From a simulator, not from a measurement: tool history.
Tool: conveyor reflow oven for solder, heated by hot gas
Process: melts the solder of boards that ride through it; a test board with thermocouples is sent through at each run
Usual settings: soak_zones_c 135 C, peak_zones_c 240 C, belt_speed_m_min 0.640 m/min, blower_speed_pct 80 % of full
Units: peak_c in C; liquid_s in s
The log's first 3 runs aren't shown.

run	hour	soak_zones_c	peak_zones_c	belt_speed_m_min	blower_speed_pct	hours of work since the flux was cleaned out	hours of work since the belt drive was overhauled	hours of work since the thermocouples were changed	peak_c	liquid_s
4	39.0	135	235	0.640	80	85	99	337	221.5	59.07
5	53.8	135	248	0.640	80	96	110	349	233.2	65.56
6	63.5	135	248	0.640	80	104	118	356	233.1	65.59
7	76.3	135	240	0.640	80	114	128	366	225.8	61.75
8	86.0	135	240	0.715	80	121	135	374	222.3	52.75
9	99.2	135	238	0.640	80	131	145	384	223.8	60.61
10	116.8	135	238	0.640	80	145	159	397	223.9	60.66
11	130.5	135	240	0.640	80	155	170	408	225.7	61.69
12	138.3	135	240	0.593	80	161	176	414	227.9	68.20
# hour 143.5: belt drive overhauled, speed set with a stopwatch
13	152.4	135	240	0.640	80	169	7	422	225.8	61.62
14	167.3	135	240	0.640	80	181	18	433	225.6	61.87
15	175.0	135	240	0.640	80	187	24	439	225.6	61.72
16	182.7	135	248	0.640	80	193	30	445	232.5	65.45
17	190.3	135	252	0.585	80	198	36	451	239.3	75.24
18	205.8	135	252	0.585	80	210	48	463	239.0	75.15
19	218.9	135	252	0.585	80	221	58	473	239.0	75.36
20	232.7	133	240	0.622	80	231	69	484	225.7	63.20
# hour 240.4: belt drive overhauled, speed set with a stopwatch, once more
21	246.8	140	241	0.645	80	239	5	492	226.1	62.78
22	263.8	133	229	0.651	80	252	18	505	214.1	51.94
23	279.2	122	229	0.651	80	264	30	517	212.6	47.31
24	289.1	121	235	0.640	55	272	38	524	210.6	44.60
25	303.0	121	235	0.640	55	282	48	535	210.6	44.59
26	319.8	129	234	0.573	58	295	61	548	215.9	59.19

Forecast run 27:
27	334.4	129	234	0.573	58	307	73	559	?	?

{"run 27": {"peak_c": 216.2, "liquid_s": 59.06}}
Without the tool's hidden state the same run would have given peak_c 218.2 C, liquid_s 60.90 s.

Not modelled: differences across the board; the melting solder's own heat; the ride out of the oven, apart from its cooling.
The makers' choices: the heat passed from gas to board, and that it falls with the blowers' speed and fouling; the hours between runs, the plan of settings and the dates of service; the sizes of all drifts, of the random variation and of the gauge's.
